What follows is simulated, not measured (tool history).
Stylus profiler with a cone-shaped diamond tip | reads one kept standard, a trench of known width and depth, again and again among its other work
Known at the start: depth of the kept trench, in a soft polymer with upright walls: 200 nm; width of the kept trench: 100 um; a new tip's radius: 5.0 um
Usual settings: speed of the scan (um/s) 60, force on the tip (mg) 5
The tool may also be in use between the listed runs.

| run | hour | speed of the scan (um/s) | force on the tip (mg) | depth of the trench (angstrom) | width of the trench's floor (nm) |
|---|---|---|---|---|---|
| 1 | 0 | 60 | 5 | 2046.4 | 97070 |
| 2 | 16 | 86 | 5 | 2047.3 | 97010 |
| 3 | 37.3 | 86 | 5 | 2047.7 | 97090 |
| 4 | 53.9 | 86 | 5 | 2046.8 | 97050 |
| 5 | 63.3 | 19 | 5 | 2045.8 | 97130 |
| 6 | 78.1 | 19 | 5 | 2046.2 | 97160 |
| 7 | 92.6 | 19 | 5 | 2047 | 97160 |
| 8 | 110.6 | 19 | 5 | 2046.9 | 97200 |
| 9 | 127.8 | 120 | 5 | 2046.3 | 97020 |
| 10 | 141.7 | 126 | 2.14 | 2027 | 96930 |

3 ways to go on from here, each from the tool as it stands after run 10. What would each give?
| A | 156.5 | 60 | 5.84 | ? | ? |
| B | 156.5 | 20 | 1.89 | ? | ? |
| C | 156.5 | 44 | 2.85 | ? | ? |

| run | depth of the trench (angstrom) | width of the trench's floor (nm) |
|---|---|---|
| A | 2051.3 | 97030 |
| B | 2024.5 | 97160 |
| C | 2033.2 | 97140 |
Without the tool's hidden state the same runs would have given:
| run | depth of the trench (angstrom) | width of the trench's floor (nm) |
|---|---|---|
| A | 2051.2 | 97050 |
| B | 2024.5 | 97180 |
| C | 2033.1 | 97160 |

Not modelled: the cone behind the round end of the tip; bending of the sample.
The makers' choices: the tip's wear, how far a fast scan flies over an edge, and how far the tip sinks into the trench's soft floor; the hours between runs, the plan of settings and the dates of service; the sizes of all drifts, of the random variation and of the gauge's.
